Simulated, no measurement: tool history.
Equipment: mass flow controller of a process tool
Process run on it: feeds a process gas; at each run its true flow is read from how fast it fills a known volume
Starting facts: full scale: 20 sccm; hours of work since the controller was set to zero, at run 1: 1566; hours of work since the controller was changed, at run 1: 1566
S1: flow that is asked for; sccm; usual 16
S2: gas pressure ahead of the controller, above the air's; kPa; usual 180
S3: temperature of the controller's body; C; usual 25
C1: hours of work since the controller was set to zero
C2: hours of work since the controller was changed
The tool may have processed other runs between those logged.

{"run": 1, "hour": 0.0, "S1": 16, "S2": 180, "S3": 25, "C1": 1566, "C2": 1566, "true flow (%)": 99.78}
{"run": 2, "hour": 81.1, "S1": 7, "S2": 180, "S3": 25, "C1": 1610, "C2": 1610, "true flow (%)": 97.77}
{"run": 3, "hour": 145.6, "S1": 16, "S2": 180, "S3": 25, "C1": 1645, "C2": 1645, "true flow (%)": 99.85}
{"run": 4, "hour": 219.3, "S1": 19, "S2": 180, "S3": 25, "C1": 1685, "C2": 1685, "true flow (%)": 100.28}
{"run": 5, "hour": 324.3, "S1": 16, "S2": 180, "S3": 25, "C1": 1741, "C2": 1741, "true flow (%)": 99.79}
{"run": 6, "hour": 384.4, "S1": 16, "S2": 180, "S3": 25, "C1": 1774, "C2": 1774, "true flow (%)": 99.73}
{"run": 7, "hour": 479.8, "S1": 16, "S2": 246, "S3": 25, "C1": 1825, "C2": 1825, "true flow (%)": 100.49}
{"run": 8, "hour": 589.0, "S1": 16, "S2": 246, "S3": 25, "C1": 1884, "C2": 1884, "true flow (%)": 100.39}
{"run": 9, "hour": 668.8, "S1": 16, "S2": 246, "S3": 25, "C1": 1927, "C2": 1927, "true flow (%)": 100.38}
{"run": 10, "hour": 780.8, "S1": 16, "S2": 246, "S3": 25, "C1": 1988, "C2": 1988, "true flow (%)": 100.39}
{"run": 11, "hour": 866.0, "S1": 3, "S2": 180, "S3": 25, "C1": 2033, "C2": 2033, "true flow (%)": 95.39}
{"run": 12, "hour": 974.7, "S1": 16, "S2": 180, "S3": 38, "C1": 2092, "C2": 2092, "true flow (%)": 100.13}
{"run": 13, "hour": 1041.4, "S1": 16, "S2": 180, "S3": 38, "C1": 2128, "C2": 2128, "true flow (%)": 100.33}
{"run": 14, "hour": 1092.3, "S1": 16, "S2": 180, "S3": 38, "C1": 2156, "C2": 2156, "true flow (%)": 100.27}
{"run": 15, "hour": 1146.5, "S1": 3, "S2": 151, "S3": 22, "C1": 2185, "C2": 2185, "true flow (%)": 95.04}
{"run": 16, "hour": 1262.2, "S1": 3, "S2": 151, "S3": 29, "C1": 2247, "C2": 2247, "true flow (%)": 94.98}
{"run": 17, "hour": 1370.8, "S1": 3, "S2": 151, "S3": 29, "C1": 2306, "C2": 2306, "true flow (%)": 95.08}
{"hour": 1377.8, "done": "controller's zero set anew"}
{"run": 18, "hour": 1449.9, "S1": 3, "S2": 151, "S3": 29, "C1": 39, "C2": 2348, "true flow (%)": 92.32}
{"run": 19, "hour": 1518.9, "S1": 2, "S2": 243, "S3": 28, "C1": 76, "C2": 2386, "true flow (%)": 89.9}
{"run": 20, "hour": 1582.8, "S1": 3, "S2": 180, "S3": 25, "C1": 111, "C2": 2420, "true flow (%)": 92.54}
{"hour": 1642.4, "done": "controller's zero set anew, once more"}
{"run": 21, "hour": 1654.6, "S1": 8, "S2": 180, "S3": 25, "C1": 7, "C2": 2458, "true flow (%)": 99.53}
{"run": 22, "hour": 1730.6, "S1": 16, "S2": 208, "S3": 25, "C1": 48, "C2": 2499, "true flow (%)": 100.79}
{"run": 23, "hour": 1840.3, "S1": 2, "S2": 143, "S3": 25, "C1": 107, "C2": 2559, "true flow (%)": 97.72}
{"run": 24, "hour": 1961.2, "S1": 16, "S2": 163, "S3": 27, "C1": 172, "C2": 2624, "true flow (%)": 100.58}
{"run": 25, "hour": 2022.0, "S1": 16, "S2": 163, "S3": 27, "C1": 205, "C2": 2657, "true flow (%)": 100.6}
{"run": 26, "hour": 2089.5, "S1": 16, "S2": 163, "S3": 27, "C1": 241, "C2": 2693, "true flow (%)": 100.7}
{"run": 27, "hour": 2176.9, "S1": 16, "S2": 163, "S3": 27, "C1": 288, "C2": 2740, "true flow (%)": 100.69}
{"run": 28, "hour": 2264.8, "S1": 10, "S2": 163, "S3": 27, "C1": 336, "C2": 2788, "true flow (%)": 99.67}

What differs in the tool's unlogged condition from the final listed run ahead of each entry between runs to the first listed run following it?
From run 17 to run 18: controller's zero set anew (hour 1377.8)
  flow at rest that the sensor doesn't see, % of full scale: -0.533 -> -0.914; true flow over the shown one, %: 1.41 -> 1.43
  difference, measured minus the result without the unlogged condition, true flow (%): -2.15 -> -4.66
From run 20 to run 21: controller's zero set anew, once more (hour 1642.4)
  flow at rest that the sensor doesn't see, % of full scale: -0.928 -> -0.038; true flow over the shown one, %: 1.48 -> 1.5
  difference, measured minus the result without the unlogged condition, true flow (%): -4.72 -> +1.41
